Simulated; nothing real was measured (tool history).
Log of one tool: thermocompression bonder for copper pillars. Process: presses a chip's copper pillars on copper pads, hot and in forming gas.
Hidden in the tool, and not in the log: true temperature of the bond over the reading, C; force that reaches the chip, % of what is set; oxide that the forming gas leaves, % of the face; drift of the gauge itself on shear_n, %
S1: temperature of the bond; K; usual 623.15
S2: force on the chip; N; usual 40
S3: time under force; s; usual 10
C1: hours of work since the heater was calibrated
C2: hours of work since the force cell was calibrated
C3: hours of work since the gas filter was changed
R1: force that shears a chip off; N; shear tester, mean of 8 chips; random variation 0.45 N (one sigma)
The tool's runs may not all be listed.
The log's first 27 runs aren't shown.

| run | hour | S1 | S2 | S3 | C1 | C2 | C3 | R1 |
|---|---|---|---|---|---|---|---|---|
| 28 | 260.1 | 612.15 | 25 | 11 | 877 | 289 | 180 | 41.6 |
| 29 | 267.4 | 637.15 | 40 | 25 | 882 | 294 | 185 | 78.9 |
| 30 | 277.7 | 637.15 | 40 | 25 | 890 | 302 | 193 | 77.4 |
| 31 | 287.9 | 623.15 | 33 | 25 | 897 | 310 | 201 | 65.9 |
| 32 | 298.7 | 651.15 | 29 | 17 | 905 | 318 | 209 | 70 |
| 33 | 306.8 | 651.15 | 44 | 22 | 912 | 324 | 215 | 84.1 |
| 34 | 319.9 | 601.15 | 31 | 9 | 921 | 333 | 224 | 36.3 |
| 35 | 326.4 | 617.15 | 28 | 18 | 926 | 338 | 229 | 53.4 |
| 36 | 332.5 | 617.15 | 28 | 18 | 931 | 343 | 234 | 52.7 |
| 37 | 342.3 | 617.15 | 27 | 10 | 938 | 350 | 241 | 42.5 |
|  | 347.3 | heater calibrated with a thermocouple chip |
| 38 | 350.5 | 617.15 | 52 | 9 | 2 | 355 | 246 | 48.5 |
| 39 | 360.3 | 615.15 | 40 | 12 | 10 | 362 | 253 | 46.4 |

Forecast each of these 5 alternatives for the next run:
| A | 373.5 | 597.15 | 30 | 12 | 20 | 372 | 263 | ? |
| B | 373.5 | 611.15 | 39 | 11 | 20 | 372 | 263 | ? |
| C | 373.5 | 605.15 | 57 | 12 | 20 | 372 | 263 | ? |
| D | 373.5 | 615.15 | 27 | 12 | 20 | 372 | 263 | ? |
| E | 373.5 | 623.15 | 25 | 10 | 20 | 372 | 263 | ? |

| run | R1 |
|---|---|
| A | 32.4 |
| B | 42.4 |
| C | 49.4 |
| D | 38.3 |
| E | 37.9 |
Without the tool's hidden state the same runs would have given:
| run | R1 |
|---|---|
| A | 34.7 |
| B | 45.5 |
| C | 53 |
| D | 41 |
| E | 40.7 |
